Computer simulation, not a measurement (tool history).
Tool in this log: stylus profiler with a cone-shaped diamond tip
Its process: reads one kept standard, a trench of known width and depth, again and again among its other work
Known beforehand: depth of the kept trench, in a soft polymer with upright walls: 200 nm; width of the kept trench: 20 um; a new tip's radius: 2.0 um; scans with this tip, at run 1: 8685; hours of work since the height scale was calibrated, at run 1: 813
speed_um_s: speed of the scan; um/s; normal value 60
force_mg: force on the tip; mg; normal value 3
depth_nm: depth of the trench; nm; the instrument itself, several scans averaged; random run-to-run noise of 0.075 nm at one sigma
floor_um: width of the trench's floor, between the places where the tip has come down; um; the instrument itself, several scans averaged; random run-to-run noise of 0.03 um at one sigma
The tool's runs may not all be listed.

| run | hour | speed_um_s | force_mg | scans with this tip | hours of work since the height scale was calibrated | depth_nm | floor_um |
|---|---|---|---|---|---|---|---|
| 1 | 0 | 60 | 3 | 8685 | 813 | 201.14 | 17.64 |
| 2 | 44.9 | 80 | 3 | 8955 | 838 | 201.06 | 17.53 |
| 3 | 98.4 | 80 | 3 | 9275 | 868 | 200.95 | 17.5 |
| 4 | 149 | 80 | 2.01 | 9578 | 896 | 200.51 | 17.5 |
| 5 | 211.6 | 38 | 3 | 9953 | 931 | 201.01 | 17.58 |
| 6 | 254 | 114 | 3 | 10207 | 955 | 200.89 | 17.38 |
| 7 | 303.3 | 114 | 3 | 10502 | 983 | 200.9 | 17.36 |
|  | 311.3 | height scale calibrated on a step standard |
| 8 | 343.8 | 24 | 3 | 10741 | 18 | 200.7 | 17.61 |
| 9 | 427.8 | 24 | 3 | 11245 | 65 | 200.56 | 17.51 |
| 10 | 470 | 62 | 1.57 | 11497 | 89 | 199.89 | 17.39 |
| 11 | 511.9 | 62 | 1.57 | 11748 | 112 | 199.91 | 17.42 |
| 12 | 572.8 | 62 | 1.57 | 12113 | 147 | 199.99 | 17.35 |
|  | 588.5 | height scale calibrated on a step standard, once more |
| 13 | 639.7 | 37 | 2.94 | 12511 | 29 | 201.99 | 17.48 |
| 14 | 726.1 | 44 | 3.56 | 13028 | 77 | 202.17 | 17.43 |
| 15 | 814.1 | 72 | 1.71 | 13555 | 126 | 201.12 | 17.3 |
| 16 | 896.2 | 113 | 2.56 | 14047 | 172 | 201.61 | 17.19 |

5 options for the next run, each taken on its own from the tool as it stands now. Forecast them:
| A | 959.3 | 19 | 4.43 | 14425 | 208 | ? | ? |
| B | 959.3 | 94 | 5.23 | 14425 | 208 | ? | ? |
| C | 959.3 | 21 | 2.56 | 14425 | 208 | ? | ? |
| D | 959.3 | 66 | 8.66 | 14425 | 208 | ? | ? |
| E | 959.3 | 211 | 1.96 | 14425 | 208 | ? | ? |

| run | depth_nm | floor_um |
|---|---|---|
| A | 202.26 | 17.41 |
| B | 202.57 | 17.29 |
| C | 201.63 | 17.41 |
| D | 203.9 | 17.36 |
| E | 201.14 | 16.79 |
With no hidden state in the tool, these same runs would have given:
| run | depth_nm | floor_um |
|---|---|---|
| A | 202.41 | 18.23 |
| B | 202.72 | 18.12 |
| C | 201.78 | 18.23 |
| D | 204.05 | 18.19 |
| E | 201.29 | 17.61 |

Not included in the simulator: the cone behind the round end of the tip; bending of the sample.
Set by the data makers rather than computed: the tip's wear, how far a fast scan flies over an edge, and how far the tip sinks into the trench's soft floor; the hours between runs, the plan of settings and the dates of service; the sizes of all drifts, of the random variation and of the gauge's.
